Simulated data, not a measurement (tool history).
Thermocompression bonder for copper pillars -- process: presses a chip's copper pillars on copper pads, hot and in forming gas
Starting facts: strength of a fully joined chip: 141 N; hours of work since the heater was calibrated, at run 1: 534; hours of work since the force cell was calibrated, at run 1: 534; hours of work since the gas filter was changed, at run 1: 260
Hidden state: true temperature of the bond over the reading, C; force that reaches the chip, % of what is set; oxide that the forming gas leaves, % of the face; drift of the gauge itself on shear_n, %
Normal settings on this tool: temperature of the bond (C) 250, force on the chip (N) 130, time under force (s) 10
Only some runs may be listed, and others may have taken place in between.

run    hour  temperature of the bond (C)  force on the chip (N)  time under force (s)  hours of work since the heater was calibrated  hours of work since the force cell was calibrated  hours of work since the gas filter was changed  force that shears a chip off (N)
  1       0                          250                    130                    10                                            534                                                534                                             260                              77.3
  2    74.7                          250                    130                    10                                            591                                                591                                             317                              76.9
  3   114.9                          250                    130                    10                                            622                                                622                                             347                              75.9
  4   165.5                          250                    130                    10                                            660                                                660                                             386                              77.7
      183.5  -- forming gas filter changed
  5   240.4                          250                    130                    10                                            717                                                717                                              43                              76.4
  6   284.8                          250                    130                    10                                            751                                                751                                              77                              74.8
  7     325                          258                    130                    10                                            782                                                782                                             108                              83.3
  8   398.4                          258                    130                    10                                            838                                                838                                             164                              84.6
  9     483                          258                    126                    10                                            902                                                902                                             229                              83.2
        503  -- heater calibrated with a thermocouple chip
      511.6  -- force cell calibrated
 10   555.3                          258                    126                    10                                             39                                                 33                                             281                              83.1
 11   650.1                          239                    130                    10                                            111                                                106                                             353                                67
      710.6  -- forming gas filter changed
 12   732.1                          239                    130                    10                                            173                                                168                                              16                              65.6
 13   818.5                          239                    130                    10                                            239                                                234                                              82                              66.8
 14   876.3                          233                    130                    10                                            283                                                278                                             126                              60.5
 15   923.7                          225                     96                    30                                            320                                                314                                             163                                65
 16   988.4                          267                     82                     8                                            369                                                363                                             212                              64.2
 17  1046.4                          236                     82                    22                                            413                                                408                                             256                              60.6
 18  1133.5                          236                     82                    22                                            480                                                474                                             323                                61
 19  1187.5                          236                     82                    22                                            521                                                515                                             364                              59.7
       1238  -- forming gas filter changed
 20  1252.3                          236                    144                    27                                            570                                                564                                              11                              92.7
 21  1301.7                          250                    173                     7                                            608                                                602                                              49                              82.5
 22  1354.9                          257                    110                    15                                            648                                                643                                              89                              85.2
 23  1443.7                          257                    110                    15                                            716                                                711                                             157                              85.2
 24  1514.7                          257                    110                    15                                            770                                                765                                             211                              86.9
 25  1573.7                          250                    150                    10                                            815                                                810                                             256                              81.1
 26  1658.5                          250                    130                    10                                            880                                                874                                             321                              77.1

Entry by entry between the runs, the difference in hidden state between the last listed run before and the first listed run after:
Runs 4 to 5: forming gas filter changed (hour 183.5)
  oxide that the forming gas leaves, % of the face: 0.67 -> 0.52
Runs 9 to 10: heater calibrated with a thermocouple chip (hour 503); force cell calibrated (hour 511.6)
  true temperature of the bond over the reading, C: -0.2 -> 0; force that reaches the chip, % of what is set: 99.9 -> 100; oxide that the forming gas leaves, % of the face: 0.62 -> 0.64
Runs 11 to 12: forming gas filter changed (hour 710.6)
  oxide that the forming gas leaves, % of the face: 0.67 -> 0.51
Runs 19 to 20: forming gas filter changed (hour 1238)
  oxide that the forming gas leaves, % of the face: 0.68 -> 0.5
